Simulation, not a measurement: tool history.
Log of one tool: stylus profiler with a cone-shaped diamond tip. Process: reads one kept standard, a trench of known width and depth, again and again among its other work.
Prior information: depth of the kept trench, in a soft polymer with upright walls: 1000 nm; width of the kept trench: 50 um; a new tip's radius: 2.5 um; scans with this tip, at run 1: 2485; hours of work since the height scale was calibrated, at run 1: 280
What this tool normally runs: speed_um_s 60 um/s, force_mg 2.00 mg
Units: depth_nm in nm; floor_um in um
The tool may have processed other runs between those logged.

run	hour	speed_um_s	force_mg	scans with this tip	hours of work since the height scale was calibrated	depth_nm	floor_um
1	0.0	60	2.00	2485	280	1009.75	45.58
2	8.6	60	2.33	2526	285	1010.29	45.67
3	21.9	60	2.00	2590	292	1009.77	45.62
4	32.9	60	2.00	2643	298	1009.70	45.62
5	46.9	60	2.00	2710	306	1009.13	45.61
6	59.0	60	2.00	2768	312	1009.23	45.58
7	72.9	60	2.00	2835	320	1009.77	45.63
8	83.6	108	0.78	2886	326	1005.12	44.85
9	96.5	125	2.00	2948	333	1009.72	45.16
10	110.4	60	1.34	3015	340	1007.26	45.48
11	122.6	60	1.60	3073	347	1008.32	45.57
12	139.5	60	1.60	3154	356	1008.46	45.56

Run 13 is up next; what results do you expect?
13	155.8	60	1.60	3233	365	?	?

{"run 13": {"depth_nm": 1007.78, "floor_um": 45.51}}
With the hidden condition absent and the run-to-run variation left alone, this run would have shown depth_nm 1007.80 nm, floor_um 45.52 um.
